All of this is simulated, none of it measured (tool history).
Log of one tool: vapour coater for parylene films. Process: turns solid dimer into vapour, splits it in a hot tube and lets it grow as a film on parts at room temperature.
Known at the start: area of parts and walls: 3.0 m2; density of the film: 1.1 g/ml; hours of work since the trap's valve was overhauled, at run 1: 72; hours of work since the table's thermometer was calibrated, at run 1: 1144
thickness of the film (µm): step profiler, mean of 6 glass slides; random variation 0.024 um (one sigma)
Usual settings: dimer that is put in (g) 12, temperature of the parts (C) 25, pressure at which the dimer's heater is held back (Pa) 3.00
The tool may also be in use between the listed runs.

run,hour,dimer that is put in (g),temperature of the parts (C),pressure at which the dimer's heater is held back (Pa),hours of work since the trap's valve was overhauled,hours of work since the table's thermometer was calibrated,thickness of the film (µm)
1,0.0,12,25,3.00,72,1144,3.04
2,40.3,13,25,3.00,106,1178,3.28
3,76.0,13,25,3.00,136,1208,3.22
4,95.9,13,25,3.09,153,1225,3.19
5,133.8,13,25,3.09,185,1257,3.20
6,171.6,13,25,3.09,217,1289,3.19
7,188.1,13,25,3.09,231,1303,3.17
8,205.7,13,25,3.09,246,1317,3.15
9,228.0,7,19,2.61,265,1336,2.02
10,267.6,12,25,2.52,298,1370,3.04
11,301.0,6,26,3.00,327,1398,1.42
12,334.6,18,19,7.11,355,1427,4.50
13,373.3,5,30,3.01,388,1459,1.06

5 ways to go on from here, each from the tool as it stands after run 13. What would each give?
A,394.0,12,23,3.00,405,1477,?
B,394.0,16,23,4.87,405,1477,?
C,394.0,10,35,4.77,405,1477,?
D,394.0,19,25,3.00,405,1477,?
E,394.0,7,29,4.80,405,1477,?

run,thickness of the film (µm)
A,3.08
B,3.80
C,1.63
D,4.62
E,1.37
Without the tool's hidden state the same runs would have given:
run,thickness of the film (µm)
A,3.33
B,4.11
C,1.76
D,4.99
E,1.48
